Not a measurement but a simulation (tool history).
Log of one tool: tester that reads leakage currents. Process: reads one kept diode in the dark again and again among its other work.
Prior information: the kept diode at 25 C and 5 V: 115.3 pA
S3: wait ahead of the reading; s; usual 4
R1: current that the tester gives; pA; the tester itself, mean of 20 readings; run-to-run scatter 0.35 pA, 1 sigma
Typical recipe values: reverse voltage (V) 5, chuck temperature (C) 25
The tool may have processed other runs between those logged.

run 1 day=0 | reverse_voltage_(V)=5 chuck_temperature_(C)=25 S3=4 | R1=123.7
run 2 day=2.6 | reverse_voltage_(V)=5 chuck_temperature_(C)=25 S3=4 | R1=123.58
run 3 day=5.842 | reverse_voltage_(V)=5 chuck_temperature_(C)=25 S3=4 | R1=123.8
run 4 day=9.329 | reverse_voltage_(V)=5 chuck_temperature_(C)=25 S3=4 | R1=123.81
run 5 day=14.162 | reverse_voltage_(V)=5 chuck_temperature_(C)=25 S3=4 | R1=124.44
run 6 day=17.954 | reverse_voltage_(V)=5 chuck_temperature_(C)=25 S3=4 | R1=125.15
run 7 day=20.467 | reverse_voltage_(V)=5 chuck_temperature_(C)=25 S3=4 | R1=125.08
run 8 day=23.238 | reverse_voltage_(V)=5 chuck_temperature_(C)=25 S3=4 | R1=125.7
run 9 day=28.625 | reverse_voltage_(V)=5 chuck_temperature_(C)=25 S3=4 | R1=125.84
run 10 day=31.083 | reverse_voltage_(V)=5 chuck_temperature_(C)=25 S3=1.23 | R1=127.39
run 11 day=35.662 | reverse_voltage_(V)=5 chuck_temperature_(C)=25 S3=1.23 | R1=126.85
run 12 day=40.121 | reverse_voltage_(V)=5 chuck_temperature_(C)=25 S3=1.23 | R1=128.2
run 13 day=43.646 | reverse_voltage_(V)=5 chuck_temperature_(C)=25 S3=0.38 | R1=131.38
run 14 day=46.475 | reverse_voltage_(V)=5 chuck_temperature_(C)=25 S3=4 | R1=127.98
run 15 day=49.367 | reverse_voltage_(V)=5 chuck_temperature_(C)=25 S3=4 | R1=117.99
run 16 day=53.375 | reverse_voltage_(V)=5 chuck_temperature_(C)=25 S3=4 | R1=119.12
run 17 day=56.646 | reverse_voltage_(V)=5 chuck_temperature_(C)=25 S3=2.84 | R1=119.93
run 18 day=60.433 | reverse_voltage_(V)=5 chuck_temperature_(C)=25 S3=2.84 | R1=120.08
run 19 day=65.412 | reverse_voltage_(V)=5 chuck_temperature_(C)=25 S3=2.84 | R1=119.83
run 20 day=69.817 | reverse_voltage_(V)=5 chuck_temperature_(C)=25 S3=4 | R1=119.93
run 21 day=72.025 | reverse_voltage_(V)=5 chuck_temperature_(C)=25 S3=4 | R1=120.73
run 22 day=76.225 | reverse_voltage_(V)=3.19 chuck_temperature_(C)=21 S3=9.84 | R1=72.98
run 23 day=79.692 | reverse_voltage_(V)=3.19 chuck_temperature_(C)=21 S3=9.93 | R1=73.77
run 24 day=82.196 | reverse_voltage_(V)=1.51 chuck_temperature_(C)=37 S3=9.66 | R1=169.69
run 25 day=86.317 | reverse_voltage_(V)=5.85 chuck_temperature_(C)=27 S3=1.01 | R1=153.69
run 26 day=91.467 | reverse_voltage_(V)=1.87 chuck_temperature_(C)=28 S3=4 | R1=98.47
run 27 day=96.508 | reverse_voltage_(V)=18.93 chuck_temperature_(C)=22 S3=1.24 | R1=187.51
run 28 day=99.062 | reverse_voltage_(V)=1.34 chuck_temperature_(C)=28 S3=0.99 | R1=86.35
run 29 day=102.533 | reverse_voltage_(V)=1.34 chuck_temperature_(C)=28 S3=0.99 | R1=86.35
run 30 day=106.879 | reverse_voltage_(V)=1.34 chuck_temperature_(C)=28 S3=0.99 | R1=86.27
run 31 day=109.317 | reverse_voltage_(V)=1.34 chuck_temperature_(C)=28 S3=1.49 | R1=86.56
run 32 day=114.567 | reverse_voltage_(V)=4.23 chuck_temperature_(C)=20 S3=1.18 | R1=81.29
run 33 day=118.971 | reverse_voltage_(V)=8.54 chuck_temperature_(C)=33 S3=5.24 | R1=281.11
run 34 day=123.608 | reverse_voltage_(V)=5 chuck_temperature_(C)=30 S3=6.71 | R1=179.25
run 35 day=128.642 | reverse_voltage_(V)=11.13 chuck_temperature_(C)=29 S3=2.77 | R1=242.59
run 36 day=132.288 | reverse_voltage_(V)=12.13 chuck_temperature_(C)=39 S3=2.91 | R1=498.89
run 37 day=136.958 | reverse_voltage_(V)=5 chuck_temperature_(C)=30 S3=4 | R1=181.33
run 38 day=141 | reverse_voltage_(V)=5 chuck_temperature_(C)=30 S3=4 | R1=181.5
run 39 day=146.15 | reverse_voltage_(V)=5 chuck_temperature_(C)=30 S3=4 | R1=182.76

Put back what was entered between runs (1 entry, withheld): which listed runs does each sit between, and how does the hidden state differ from the listed run before to the listed run after?
Run 14 -> run 15: chuck's temperature calibrated (day 48.667)
  stray current of the dirty probe card, pA a volt: 0.431 -> 0.455; current scale over the true one, %: -0.21 -> -0.22; true chuck temperature over the reading, C: 1.12 -> 0.13
  measured value less the no-hidden-state value, R1: +11.97 -> +3.04 pA
